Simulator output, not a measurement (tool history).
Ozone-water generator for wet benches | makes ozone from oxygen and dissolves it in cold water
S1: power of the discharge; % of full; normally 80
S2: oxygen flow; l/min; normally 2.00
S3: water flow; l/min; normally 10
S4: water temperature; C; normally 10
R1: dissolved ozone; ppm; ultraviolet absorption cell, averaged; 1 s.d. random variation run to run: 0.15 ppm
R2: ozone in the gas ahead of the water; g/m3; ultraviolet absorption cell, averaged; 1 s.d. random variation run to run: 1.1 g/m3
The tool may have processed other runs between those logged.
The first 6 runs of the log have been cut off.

run    hour  S1    S2  S3  S4    R1     R2
  7   460.5  80  2.00  13  10  13.5  182.4
  8   591.3  80  2.00  13  10  13.5  180.8
  9   655.3  80  2.00  10  10  17.7  180.3
 10   773.1  80  2.00  10  10  17.5  178.2
 11   880.6  80  2.00  10  10  17.7  179.5
 12   971.5  80  2.00  10  10  17.5  176.8
 13  1031.2  80  2.00   8  10  21.5  176.3
 14  1119.5  80  1.65  10  10  17.3  201.4
 15  1191.9  80  1.65  10  10  17.4  202.7
 16  1320.7  80  2.00  10  10  17.3  176.5
 17  1414.6  80  2.00  10  10  17.2  176.8
 18  1529.4  80  2.00  10  14  16.2  175.7
 19  1621.2  83  2.00  10  14  16.5  179.1
 20  1716.8  83  2.00  10  14  16.3  177.3
     1730.5  -- contactor cleaned
 21  1777.5  51  1.95  10  10  13.1  138.2
 22  1878.4  51  1.95  10  10  13.0  139.3
 23  1947.9  51  1.95  10  10  12.8  137.2

What will run 24 give?
 24  2009.4  51  1.95  10  10   ?   ?

R1: 12.6 ppm
R2: 138.9 g/m3
With no hidden state in the tool, this same run would have given R1 14.3 ppm, R2 148.8 g/m3.
